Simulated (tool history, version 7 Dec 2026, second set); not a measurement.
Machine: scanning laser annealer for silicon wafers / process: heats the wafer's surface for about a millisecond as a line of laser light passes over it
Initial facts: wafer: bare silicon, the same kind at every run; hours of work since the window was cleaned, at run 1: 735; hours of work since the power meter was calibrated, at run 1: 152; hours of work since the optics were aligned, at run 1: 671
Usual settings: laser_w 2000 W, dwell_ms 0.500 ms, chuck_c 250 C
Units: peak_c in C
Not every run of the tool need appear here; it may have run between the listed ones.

run   hour  laser_w  dwell_ms  chuck_c  hours of work since the window was cleaned  hours of work since the power meter was calibrated  hours of work since the optics were aligned  peak_c
  1    0.0     2000     0.500      250                                         735                                                 152                                          671     970
  2   17.0     2034     0.500      250                                         746                                                 163                                          682     987
  3   33.3     2034     0.500      250                                         757                                                 174                                          693     982
  4   53.9     2034     0.500      250                                         771                                                 188                                          707     980
  5   68.1     2034     0.500      250                                         781                                                 198                                          717     983
  6   90.6     2000     0.500      261                                         796                                                 213                                          732     980
  7  109.2     2000     0.500      261                                         808                                                 225                                          744     978
  8  129.3     2000     0.500      250                                         822                                                 239                                          758     963
  9  146.7     2000     0.500      250                                         834                                                 251                                          770     964
 10  158.7     2000     0.500      250                                         842                                                 259                                          778     964
 11  172.0     2000     0.500      250                                         851                                                 268                                          787     968
 12  193.8     2000     0.500      250                                         865                                                 282                                          801     960
 13  206.0     2000     0.588      250                                         874                                                 291                                          810    1035
 14  217.6     2000     0.588      250                                         881                                                 298                                          817    1033
 15  233.3     2000     0.588      250                                         892                                                 309                                          828    1031
 16  255.0     2000     0.588      250                                         907                                                 324                                          843    1028
     267.5  -- optics aligned, line set to its width
 17  277.4     2003     0.401      275                                         918                                                 335                                            7     901
 18  295.1     1968     0.500      253                                         930                                                 347                                           19     948
     309.0  -- window over the wafer cleaned
 19  313.4     1804     0.513      253                                           3                                                 358                                           30     922
 20  323.0     1980     0.381      214                                           9                                                 365                                           36     843
 21  333.9     2012     0.352      253                                          17                                                 372                                           43     868
 22  346.2     2012     0.352      253                                          25                                                 380                                           52     868
     352.7  -- optics aligned, line set to its width, once more
 23  372.9     2012     0.352      253                                          40                                                 395                                           14     877
 24  385.2     1806     0.531      250                                          48                                                 403                                           22     943
 25  397.3     2080     0.551      222                                          56                                                 412                                           30    1059
 26  419.6     2080     0.551      222                                          71                                                 427                                           45    1054
 27  432.5     2034     0.398      250                                          80                                                 435                                           54     926
 28  448.8     2034     0.398      250                                          91                                                 446                                           65     923
 29  463.8     2193     0.357      250                                         101                                                 456                                           75     942

4 options for the next run, each taken on its own from the tool as it stands now. Forecast them:
  A  473.2     2160     0.367      249                                         107                                                 463                                           81       ?
  B  473.2     2193     0.541      250                                         107                                                 463                                           81       ?
  C  473.2     2000     0.500      239                                         107                                                 463                                           81       ?
  D  473.2     2193     0.418      250                                         107                                                 463                                           81       ?

run  peak_c
  A     943
  B    1128
  C     994
  D    1008
Without the tool's hidden state the same runs would have given:
run  peak_c
  A     950
  B    1137
  C    1001
  D    1016
